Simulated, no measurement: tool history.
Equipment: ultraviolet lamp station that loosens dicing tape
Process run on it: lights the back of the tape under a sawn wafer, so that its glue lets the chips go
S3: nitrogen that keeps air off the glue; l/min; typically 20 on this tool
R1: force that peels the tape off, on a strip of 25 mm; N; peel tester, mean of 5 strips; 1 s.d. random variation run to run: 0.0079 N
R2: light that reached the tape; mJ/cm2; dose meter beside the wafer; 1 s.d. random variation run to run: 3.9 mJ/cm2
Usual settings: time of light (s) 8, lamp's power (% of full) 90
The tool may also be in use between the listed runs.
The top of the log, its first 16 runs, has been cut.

Run 17, hour 170.8: usual settings but lamp's power (% of full) 74. Result: R1 0.6 N, R2 465 mJ/cm2.
Run 18, hour 180.9: usual settings but lamp's power (% of full) 74. Result: R1 0.592 N, R2 463 mJ/cm2.
Run 19, hour 192.3: usual settings but time of light (s) 13. Result: R1 0.222 N, R2 914 mJ/cm2.
Run 20, hour 205.5: usual settings but time of light (s) 13. Result: R1 0.237 N, R2 915 mJ/cm2.
Run 21, hour 213.3: usual settings but time of light (s) 13. Result: R1 0.23 N, R2 907 mJ/cm2.
Run 22, hour 227: usual settings but time of light (s) 10. Result: R1 0.299 N, R2 686 mJ/cm2.
Run 23, hour 232.9: usual settings but time of light (s) 10. Result: R1 0.303 N, R2 691 mJ/cm2.
Run 24, hour 245.2: usual settings but lamp's power (% of full) 93. Result: R1 0.399 N, R2 570 mJ/cm2.
Run 25, hour 252: usual settings but time of light (s) 12, lamp's power (% of full) 84, S3 10 l/min. Result: R1 0.298 N, R2 777 mJ/cm2.
Run 26, hour 265: usual settings but time of light (s) 12, lamp's power (% of full) 84, S3 10 l/min. Result: R1 0.323 N, R2 769 mJ/cm2.
Run 27, hour 272: usual settings but time of light (s) 12, lamp's power (% of full) 84, S3 10 l/min. Result: R1 0.312 N, R2 764 mJ/cm2.
Run 28, hour 278.1: usual settings but time of light (s) 13, lamp's power (% of full) 63, S3 23 l/min. Result: R1 0.33 N, R2 617 mJ/cm2.
Run 29, hour 285.6: usual settings but time of light (s) 13, lamp's power (% of full) 88, S3 23 l/min. Result: R1 0.238 N, R2 870 mJ/cm2.
Run 30, hour 291.6: usual settings but time of light (s) 13, lamp's power (% of full) 88, S3 23 l/min. Result: R1 0.255 N, R2 865 mJ/cm2.
Run 31, hour 300.9: usual settings but time of light (s) 13, lamp's power (% of full) 88, S3 23 l/min. Result: R1 0.227 N, R2 856 mJ/cm2.
Run 32, hour 313.4: usual settings but time of light (s) 13, lamp's power (% of full) 88, S3 23 l/min. Result: R1 0.251 N, R2 853 mJ/cm2.
Run 33, hour 319.8: usual settings but time of light (s) 13, lamp's power (% of full) 88, S3 23 l/min. Result: R1 0.234 N, R2 848 mJ/cm2.
Run 34, hour 334.3: usual settings but time of light (s) 4, lamp's power (% of full) 88, S3 23 l/min. Result: R1 1.793 N, R2 256 mJ/cm2.
Run 35, hour 345.3: usual settings but time of light (s) 4, lamp's power (% of full) 88, S3 23 l/min. Result: R1 1.741 N, R2 260 mJ/cm2.
Run 36, hour 353.3: usual settings but time of light (s) 6, lamp's power (% of full) 86, S3 17 l/min. Result: R1 1.001 N, R2 378 mJ/cm2.
Run 37, hour 360.7: usual settings but time of light (s) 10, lamp's power (% of full) 63, S3 23 l/min. Result: R1 0.576 N, R2 460 mJ/cm2.
Run 38, hour 372.2: usual settings but time of light (s) 10, lamp's power (% of full) 63, S3 23 l/min. Result: R1 0.602 N, R2 461 mJ/cm2.
Run 39, hour 379.5: usual settings but time of light (s) 7, lamp's power (% of full) 96, S3 36 l/min. Result: R1 0.45 N, R2 488 mJ/cm2.
Run 40, hour 390.7: usual settings but time of light (s) 16, lamp's power (% of full) 75, S3 9 l/min. Result: R1 0.275 N, R2 861 mJ/cm2.

Run 41, settings as shown, results not yet in. Your forecast:
Run 41, hour 397.8: usual settings but time of light (s) 16, lamp's power (% of full) 75, S3 9 l/min. Result: R1 ?, R2 ?.

Run 41 measured R1 0.282 N, R2 859 mJ/cm2.
If the tool had no hidden condition, the same run with the same run-to-run variation would have returned R1 0.239 N, R2 1120 mJ/cm2.
